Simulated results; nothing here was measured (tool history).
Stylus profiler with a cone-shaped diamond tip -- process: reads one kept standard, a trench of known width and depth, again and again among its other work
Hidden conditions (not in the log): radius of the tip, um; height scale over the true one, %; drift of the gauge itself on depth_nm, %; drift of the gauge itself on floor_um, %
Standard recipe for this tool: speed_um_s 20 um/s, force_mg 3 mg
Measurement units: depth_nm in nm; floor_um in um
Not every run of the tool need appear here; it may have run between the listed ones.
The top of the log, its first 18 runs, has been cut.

| run | day | speed_um_s | force_mg | scans with this tip | hours of work since the height scale was calibrated | depth_nm | floor_um |
|---|---|---|---|---|---|---|---|
| 19 | 17.729 | 20 | 1.3 | 5346 | 506 | 502.07 | 27.29 |
| 20 | 19.196 | 22 | 5.27 | 5540 | 524 | 505.65 | 27.28 |
| 21 | 20.062 | 7 | 1.08 | 5655 | 535 | 502.15 | 27.36 |
| 22 | 20.746 | 74 | 1.08 | 5745 | 544 | 502 | 27.14 |
| 23 | 21.354 | 74 | 1.08 | 5826 | 552 | 501.54 | 27.19 |
| 24 | 22.717 | 6 | 1.34 | 6006 | 569 | 502.11 | 27.29 |
| 25 | 23.325 | 6 | 1.34 | 6087 | 576 | 502.3 | 27.37 |
| 26 | 24.254 | 6 | 1.34 | 6210 | 588 | 502.09 | 27.28 |
| 27 | 25.588 | 35 | 1.45 | 6386 | 605 | 502.42 | 27.24 |

Run 28, settings as shown, results not yet in. Your forecast:
| 28 | 26.842 | 79 | 3.04 | 6553 | 620 | ? | ? |

depth_nm: 503.63 nm
floor_um: 27.24 um
On a tool with no hidden condition, and with the same random variation, this run would have come out at depth_nm 503.64 nm, floor_um 27.25 um.
